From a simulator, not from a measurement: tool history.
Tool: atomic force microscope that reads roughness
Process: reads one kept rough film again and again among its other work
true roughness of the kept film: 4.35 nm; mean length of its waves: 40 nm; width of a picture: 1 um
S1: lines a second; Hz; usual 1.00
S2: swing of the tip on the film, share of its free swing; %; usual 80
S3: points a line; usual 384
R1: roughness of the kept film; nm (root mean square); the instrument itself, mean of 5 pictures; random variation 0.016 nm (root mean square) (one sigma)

Run 1, hour 0.0: usual settings. Result: R1 3.640 nm (root mean square).
Run 2, hour 73.7: usual settings. Result: R1 3.477 nm (root mean square).
Run 3, hour 150.5: usual settings but S3 368. Result: R1 3.397 nm (root mean square).
Run 4, hour 206.2: usual settings but S2 70 %. Result: R1 3.431 nm (root mean square).
Run 5, hour 265.3: usual settings but S2 70 %. Result: R1 3.851 nm (root mean square).
Run 6, hour 325.1: usual settings but S2 70 %. Result: R1 3.735 nm (root mean square).
Run 7, hour 362.3: usual settings. Result: R1 3.562 nm (root mean square).
Run 8, hour 422.8: usual settings but S1 1.32 Hz. Result: R1 3.376 nm (root mean square).
Run 9, hour 493.8: usual settings but S1 1.32 Hz, S3 286. Result: R1 3.260 nm (root mean square).
Run 10, hour 561.4: usual settings but S1 1.32 Hz, S2 73 %, S3 286. Result: R1 3.829 nm (root mean square).
Run 11, hour 636.7: usual settings but S3 450. Result: R1 3.651 nm (root mean square).
Run 12, hour 696.4: usual settings but S1 3.12 Hz. Result: R1 3.027 nm (root mean square).
Run 13, hour 761.1: usual settings but S1 3.12 Hz, S2 90 %. Result: R1 2.598 nm (root mean square).
Run 14, hour 825.5: usual settings but S1 3.12 Hz, S2 90 %. Result: R1 2.503 nm (root mean square).
Run 15, hour 872.8: usual settings. Result: R1 3.325 nm (root mean square).
Run 16, hour 948.8: usual settings but S2 63 %. Result: R1 3.850 nm (root mean square).
Run 17, hour 1018.5: usual settings but S1 2.19 Hz. Result: R1 3.200 nm (root mean square).
Run 18, hour 1060.4: usual settings but S2 73 %, S3 408. Result: R1 3.556 nm (root mean square).
Run 19, hour 1135.7: usual settings but S1 0.99 Hz. Result: R1 3.374 nm (root mean square).
Run 20, hour 1191.1: usual settings but S1 0.99 Hz. Result: R1 3.293 nm (root mean square).
Run 21, hour 1270.4: usual settings but S1 0.99 Hz. Result: R1 3.707 nm (root mean square).
Run 22, hour 1336.6: usual settings but S1 0.99 Hz, S2 61 %, S3 434. Result: R1 3.852 nm (root mean square).
Run 23, hour 1404.3: usual settings but S1 3.93 Hz, S2 61 %, S3 404. Result: R1 3.423 nm (root mean square).
Run 24, hour 1448.4: usual settings but S1 2.66 Hz, S2 82 %, S3 268. Result: R1 2.917 nm (root mean square).
Run 25, hour 1482.7: usual settings but S1 2.66 Hz, S2 74 %, S3 302. Result: R1 3.119 nm (root mean square).
Run 26, hour 1520.0: usual settings but S1 2.66 Hz, S2 87 %, S3 651. Result: R1 2.702 nm (root mean square).
Run 27, hour 1580.7: usual settings but S1 2.66 Hz, S2 87 %, S3 651. Result: R1 2.655 nm (root mean square).
Run 28, hour 1640.7: usual settings but S1 2.77 Hz, S2 72 %, S3 651. Result: R1 3.435 nm (root mean square).
Run 29, hour 1697.9: usual settings but S1 0.65 Hz, S2 55 %. Result: R1 3.840 nm (root mean square).
Run 30, hour 1731.5: usual settings but S1 0.65 Hz, S2 55 %. Result: R1 3.834 nm (root mean square).

Not shown: 6 entries that the log had between the listed runs. Between which runs, and how does the tool's hidden state differ before and after?
Between runs 4 and 5: new tip fitted (hour 219.8)
  radius of the tip, nm: 19.7 -> 7.6; height scale over the true one, %: 1.43 -> 1.5
  measured less the result without the state, R1: -0.457 -> -0.042 nm (root mean square)
Between runs 9 and 10: new tip fitted (hour 561.4)
  radius of the tip, nm: 18.6 -> 5.5; height scale over the true one, %: 1.75 -> 1.82
  measured less the result without the state, R1: -0.388 -> +0.051 nm (root mean square)
Between runs 15 and 16: height scale calibrated on a step standard (hour 893.1); new tip fitted (hour 904.3)
  radius of the tip, nm: 20 -> 7.4; height scale over the true one, %: 2.18 -> 0.09
  measured less the result without the state, R1: -0.428 -> -0.092 nm (root mean square)
Between runs 20 and 21: new tip fitted (hour 1249.1)
  radius of the tip, nm: 19.2 -> 6.1; height scale over the true one, %: 0.37 -> 0.45
  measured less the result without the state, R1: -0.462 -> -0.024 nm (root mean square)
Between runs 27 and 28: new tip fitted (hour 1591.8)
  radius of the tip, nm: 20.7 -> 7.7; height scale over the true one, %: 0.8 -> 0.87
  measured less the result without the state, R1: -0.398 -> -0.065 nm (root mean square)

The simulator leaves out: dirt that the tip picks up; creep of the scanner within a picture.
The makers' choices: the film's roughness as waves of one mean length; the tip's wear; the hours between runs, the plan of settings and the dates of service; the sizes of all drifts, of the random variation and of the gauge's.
